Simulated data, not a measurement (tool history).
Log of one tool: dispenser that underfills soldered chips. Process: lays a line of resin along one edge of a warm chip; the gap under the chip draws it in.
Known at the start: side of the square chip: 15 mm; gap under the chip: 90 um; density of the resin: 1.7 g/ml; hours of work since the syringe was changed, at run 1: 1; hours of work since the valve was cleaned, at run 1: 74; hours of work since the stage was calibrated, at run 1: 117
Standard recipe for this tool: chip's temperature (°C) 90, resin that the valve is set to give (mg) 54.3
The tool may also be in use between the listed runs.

| run | hour | chip's temperature (°C) | resin that the valve is set to give (mg) | hours of work since the syringe was changed | hours of work since the valve was cleaned | hours of work since the stage was calibrated | time until the resin shows at the far edge (s) | resin that the valve gave (mg) |
|---|---|---|---|---|---|---|---|---|
| 1 | 0.0 | 90 | 54.3 | 1 | 74 | 117 | 151.1 | 50.78 |
| 2 | 4.0 | 90 | 54.3 | 3 | 77 | 120 | 174.9 | 50.66 |
| 3 | 6.7 | 90 | 65.5 | 5 | 78 | 122 | 192.0 | 61.49 |
|  | 9.6 | new syringe of resin |
| 4 | 12.2 | 90 | 65.5 | 2 | 82 | 125 | 157.4 | 61.02 |
| 5 | 17.5 | 90 | 65.5 | 5 | 85 | 128 | 190.6 | 60.94 |
|  | 19.7 | new syringe of resin |
| 6 | 21.5 | 90 | 54.3 | 1 | 88 | 131 | 156.2 | 50.49 |
| 7 | 26.9 | 102 | 54.3 | 5 | 91 | 134 | 131.4 | 50.21 |
|  | 29.9 | new syringe of resin |
| 8 | 31.4 | 102 | 54.3 | 1 | 94 | 137 | 106.1 | 50.03 |
| 9 | 35.4 | 100 | 54.3 | 4 | 96 | 139 | 131.4 | 50.04 |
| 10 | 39.6 | 88 | 65.4 | 6 | 99 | 142 | 219.4 | 60.12 |
|  | 40.4 | new syringe of resin |
| 11 | 46.3 | 79 | 66.4 | 4 | 103 | 146 | 263.4 | 60.18 |

Run 12 comes next. What will it give?
|  | 51.0 | new syringe of resin |
| 12 | 52.9 | 79 | 50.7 | 1 | 107 | 150 | ? | ? |

Run 12 produced time until the resin shows at the far edge (s) 235.0, resin that the valve gave (mg) 46.38.
Take away the tool's hidden state, keep the run-to-run variation as it was, and the same run would have given time until the resin shows at the far edge (s) 214.5, resin that the valve gave (mg) 51.00.
